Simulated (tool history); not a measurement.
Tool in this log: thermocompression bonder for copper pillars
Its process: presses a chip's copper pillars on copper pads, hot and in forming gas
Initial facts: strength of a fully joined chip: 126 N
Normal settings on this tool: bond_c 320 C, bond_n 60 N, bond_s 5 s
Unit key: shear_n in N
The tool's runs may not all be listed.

run     day  bond_c  bond_n  bond_s  shear_n
  1       0     320      60       5     69.4
  2   0.475     320      60       5     69.2
  3     0.9     320      60       5     70.4
  4   1.471     320      52       5     63.4
  5   1.946     320      60       5     67.8
  6   2.538     320      60       5     68.3
  7   3.196     320      60       5     68.1
  8   3.925     320      60       5     68.9
  9   4.367     320      60       5       70
 10   4.867     320      60       5     68.3
 11   5.242     320      60       5     69.5
 12   5.904     320      60       5     67.8
 13   6.346     320      60       5     67.5
 14   6.733     320      60       5     68.9
 15   7.133     308      72       5     67.3
 16   7.762     308      72       5     67.3
 17   8.338     308      72       5     66.8
 18     8.8     302      50       5     48.7
 19   9.367     299      43       4     38.9
 20  10.142     299      71      14     82.4
 21  10.788     299      71      14     82.9
     11.571  -- forming gas filter changed
 22    11.6     293      80       9     73.1
 23  11.988     293      80       9     70.9
 24   12.35     293      80       9     72.3
 25  13.117     303      60      12     74.8
 26  13.633     303      60      12     75.2

Forecast each of these 3 alternatives for the next run:
      13.95  -- force cell calibrated
  A  14.171     335      60      12        ?
      13.95  -- force cell calibrated
  B  14.171     337      60       5        ?
      13.95  -- force cell calibrated
  C  14.171     345      70       5        ?

run  shear_n
  A     99.7
  B     82.2
  C     93.9
What these runs would have given with no unlogged condition in the tool:
run  shear_n
  A     99.7
  B     82.2
  C       94
